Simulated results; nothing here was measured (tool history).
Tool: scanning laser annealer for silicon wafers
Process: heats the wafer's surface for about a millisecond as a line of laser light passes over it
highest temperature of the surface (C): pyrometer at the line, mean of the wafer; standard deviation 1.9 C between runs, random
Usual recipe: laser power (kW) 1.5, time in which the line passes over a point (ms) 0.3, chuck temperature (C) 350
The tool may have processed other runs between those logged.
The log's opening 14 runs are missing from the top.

run,hour,laser power (kW),time in which the line passes over a point (ms),chuck temperature (C),highest temperature of the surface (C)
15,294.5,1.5,0.305,350,1087
# hour 299.4: laser's power meter calibrated
16,311.4,1.487,0.3,317,1044
17,340.5,1.391,0.3,384,1059
# hour 349.4: optics aligned, line set to its width
18,367.3,1.391,0.3,384,1071
19,381.5,1.419,0.313,384,1105
20,395.1,1.488,0.232,356,997
# hour 425.2: laser's power meter calibrated, once more
21,425.2,1.488,0.232,356,995
22,444.9,1.546,0.283,386,1126
23,469.8,1.627,0.3,363,1173
24,490.3,1.627,0.3,363,1172
25,520.4,1.493,0.267,320,1004
26,534.4,1.396,0.3,372,1055
27,559.6,1.396,0.3,372,1050
28,573.2,1.552,0.3,352,1116
29,588.1,1.552,0.302,352,1117
30,614.5,1.552,0.302,352,1114

Below are 4 alternative next runs, each starting from the tool's condition after run 30. Predict each:
A,632.2,1.5,0.359,337,?
B,632.2,1.297,0.222,350,?
C,632.2,1.5,0.276,350,?
D,632.2,1.303,0.302,352,?

run,highest temperature of the surface (C)
A,1145
B,875
C,1046
D,977
What these runs would have given with no unlogged condition in the tool:
run,highest temperature of the surface (C)
A,1183
B,899
C,1078
D,1006

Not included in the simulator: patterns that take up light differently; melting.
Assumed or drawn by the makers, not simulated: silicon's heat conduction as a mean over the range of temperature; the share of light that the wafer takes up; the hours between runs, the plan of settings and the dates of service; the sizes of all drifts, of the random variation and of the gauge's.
